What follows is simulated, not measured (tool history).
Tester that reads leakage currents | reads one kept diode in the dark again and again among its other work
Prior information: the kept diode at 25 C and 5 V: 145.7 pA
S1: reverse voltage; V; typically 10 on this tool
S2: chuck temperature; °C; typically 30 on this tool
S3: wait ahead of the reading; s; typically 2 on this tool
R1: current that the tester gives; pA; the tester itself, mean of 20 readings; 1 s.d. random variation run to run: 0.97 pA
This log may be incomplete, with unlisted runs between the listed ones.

run 1 day=0 | S1=10 S2=30 S3=2 | R1=295.49
run 2 day=2.133 | S1=10 S2=30 S3=2 | R1=294.55
run 3 day=4.854 | S1=10 S2=30 S3=2 | R1=296.16
run 4 day=8.071 | S1=10 S2=30 S3=2 | R1=291.71
run 5 day=11.292 | S1=10 S2=30 S3=2 | R1=291.92
run 6 day=12.95 | S1=10 S2=35 S3=2 | R1=436.99
run 7 day=16.283 | S1=10 S2=30 S3=2 | R1=288.85
run 8 day=19.183 | S1=10 S2=30 S3=0.32 | R1=290.95
run 9 day=21.846 | S1=10 S2=30 S3=4.27 | R1=286.42
run 10 day=24.117 | S1=10 S2=30 S3=4.27 | R1=288.52
run 11 day=27.079 | S1=10 S2=30 S3=4.27 | R1=286.32
run 12 day=30.292 | S1=10 S2=30 S3=4.27 | R1=285.19
run 13 day=32.546 | S1=10 S2=30 S3=4.27 | R1=283.01
run 14 day=36.021 | S1=10 S2=30 S3=4.27 | R1=285.03
run 15 day=38.538 | S1=10 S2=30 S3=4.27 | R1=282.61
run 16 day=41.629 | S1=10 S2=30 S3=4.27 | R1=281.51
run 17 day=44.933 | S1=11.8 S2=30 S3=7.6 | R1=306.15
run 18 day=47.629 | S1=2 S2=30 S3=2.66 | R1=114.16
run 19 day=50.192 | S1=2 S2=30 S3=2.66 | R1=113.25
run 20 day=51.725 | S1=2 S2=37 S3=2.66 | R1=199.72
run 21 day=54.421 | S1=8.2 S2=56 S3=2 | R1=1766.58
run 22 day=57.212 | S1=10 S2=30 S3=0.76 | R1=339.53
run 23 day=59.317 | S1=2.3 S2=28 S3=0.57 | R1=127.82
run 24 day=62.546 | S1=10 S2=30 S3=6.41 | R1=336.36
run 25 day=66.046 | S1=5.1 S2=30 S3=8.97 | R1=227.85
run 26 day=69.408 | S1=1.4 S2=38 S3=1.99 | R1=209.68
run 27 day=72.825 | S1=10 S2=28 S3=2 | R1=283.42
run 28 day=74.808 | S1=10 S2=28 S3=2 | R1=281.46

Put back what was entered between runs (3 entries, withheld): which listed runs does each sit between, and how does the hidden state differ from the listed run before to the listed run after?
Between runs 15 and 16: tester calibrated (day 38.862)
  stray current of the dirty probe card, pA a volt: 1.261 -> 1.335; current scale over the true one, %: -0.18 -> -0.26; true chuck temperature over the reading, C: -2.14 -> -2.22
  the result without the hidden state subtracted from the measured one, R1: -40.8 -> -42.14 pA
Between runs 17 and 18: tester calibrated, once more (day 45.288)
  stray current of the dirty probe card, pA a volt: 1.408 -> 1.468; current scale over the true one, %: -0.26 -> 0.13; true chuck temperature over the reading, C: -2.31 -> -2.38
  the result without the hidden state subtracted from the measured one, R1: -46.02 -> -21.26 pA
Between runs 21 and 22: chuck's temperature calibrated (day 57.212)
  stray current of the dirty probe card, pA a volt: 1.623 -> 1.688; true chuck temperature over the reading, C: -2.55 -> -0.04
  the result without the hidden state subtracted from the measured one, R1: -330.65 -> +15.95 pA
